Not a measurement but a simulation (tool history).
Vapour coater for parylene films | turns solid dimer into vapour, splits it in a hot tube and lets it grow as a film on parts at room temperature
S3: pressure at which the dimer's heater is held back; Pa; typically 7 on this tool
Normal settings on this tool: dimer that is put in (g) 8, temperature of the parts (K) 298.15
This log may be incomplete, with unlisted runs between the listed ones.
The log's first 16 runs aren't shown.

{"run": 17, "hour": 836.9, "dimer that is put in (g)": 8, "temperature of the parts (K)": 298.15, "S3": 4.25, "thickness of the film (um)": 4.12}
{"run": 18, "hour": 894.5, "dimer that is put in (g)": 8, "temperature of the parts (K)": 298.15, "S3": 4.25, "thickness of the film (um)": 4.01}
{"run": 19, "hour": 933.2, "dimer that is put in (g)": 8, "temperature of the parts (K)": 298.15, "S3": 4.25, "thickness of the film (um)": 3.94}
{"run": 20, "hour": 991.2, "dimer that is put in (g)": 13, "temperature of the parts (K)": 307.15, "S3": 7, "thickness of the film (um)": 4.76}
{"run": 21, "hour": 1063.6, "dimer that is put in (g)": 13, "temperature of the parts (K)": 307.15, "S3": 7, "thickness of the film (um)": 4.53}
{"hour": 1076.6, "done": "trap's valve overhauled"}
{"run": 22, "hour": 1142.2, "dimer that is put in (g)": 9, "temperature of the parts (K)": 295.15, "S3": 7.44, "thickness of the film (um)": 4.46}
{"run": 23, "hour": 1175.7, "dimer that is put in (g)": 9, "temperature of the parts (K)": 298.15, "S3": 2.36, "thickness of the film (um)": 5.22}
{"run": 24, "hour": 1227.7, "dimer that is put in (g)": 9, "temperature of the parts (K)": 298.15, "S3": 2.36, "thickness of the film (um)": 5.22}
{"run": 25, "hour": 1277.2, "dimer that is put in (g)": 12, "temperature of the parts (K)": 294.15, "S3": 7.92, "thickness of the film (um)": 5.55}
{"run": 26, "hour": 1327.3, "dimer that is put in (g)": 7, "temperature of the parts (K)": 303.15, "S3": 8.56, "thickness of the film (um)": 2.68}
{"run": 27, "hour": 1366.5, "dimer that is put in (g)": 7, "temperature of the parts (K)": 303.15, "S3": 8.56, "thickness of the film (um)": 2.56}
{"hour": 1402.8, "done": "trap's valve overhauled"}
{"run": 28, "hour": 1425.7, "dimer that is put in (g)": 8, "temperature of the parts (K)": 301.15, "S3": 2.46, "thickness of the film (um)": 4.62}
{"run": 29, "hour": 1457.0, "dimer that is put in (g)": 8, "temperature of the parts (K)": 301.15, "S3": 2.46, "thickness of the film (um)": 4.45}
{"run": 30, "hour": 1488.0, "dimer that is put in (g)": 8, "temperature of the parts (K)": 301.15, "S3": 2.46, "thickness of the film (um)": 4.49}
{"run": 31, "hour": 1533.0, "dimer that is put in (g)": 8, "temperature of the parts (K)": 301.15, "S3": 2.46, "thickness of the film (um)": 4.37}
{"run": 32, "hour": 1599.2, "dimer that is put in (g)": 13, "temperature of the parts (K)": 303.15, "S3": 5.15, "thickness of the film (um)": 5.63}
{"run": 33, "hour": 1661.5, "dimer that is put in (g)": 4, "temperature of the parts (K)": 303.15, "S3": 5.14, "thickness of the film (um)": 1.67}
{"hour": 1726.4, "done": "trap's valve overhauled"}
{"run": 34, "hour": 1727.1, "dimer that is put in (g)": 7, "temperature of the parts (K)": 298.15, "S3": 2.95, "thickness of the film (um)": 4.09}
{"run": 35, "hour": 1771.9, "dimer that is put in (g)": 7, "temperature of the parts (K)": 298.15, "S3": 7, "thickness of the film (um)": 3.36}

Forecast each of these 5 alternatives for the next run:
{"run": "A", "hour": 1815.6, "dimer that is put in (g)": 6, "temperature of the parts (K)": 307.15, "S3": 4.91, "thickness of the film (um)": "?"}
{"run": "B", "hour": 1815.6, "dimer that is put in (g)": 8, "temperature of the parts (K)": 306.15, "S3": 7, "thickness of the film (um)": "?"}
{"run": "C", "hour": 1815.6, "dimer that is put in (g)": 8, "temperature of the parts (K)": 299.15, "S3": 5.68, "thickness of the film (um)": "?"}
{"run": "D", "hour": 1815.6, "dimer that is put in (g)": 5, "temperature of the parts (K)": 298.15, "S3": 5.25, "thickness of the film (um)": "?"}
{"run": "E", "hour": 1815.6, "dimer that is put in (g)": 8, "temperature of the parts (K)": 299.15, "S3": 7, "thickness of the film (um)": "?"}

run=A thickness_of_the_film_(um)=2.55
run=B thickness_of_the_film_(um)=3.16
run=C thickness_of_the_film_(um)=3.84
run=D thickness_of_the_film_(um)=2.42
run=E thickness_of_the_film_(um)=3.68
The same runs, with their run-to-run variation unchanged, on a tool lacking any hidden condition would have given:
run=A thickness_of_the_film_(um)=2.65
run=B thickness_of_the_film_(um)=3.28
run=C thickness_of_the_film_(um)=3.98
run=D thickness_of_the_film_(um)=2.51
run=E thickness_of_the_film_(um)=3.81
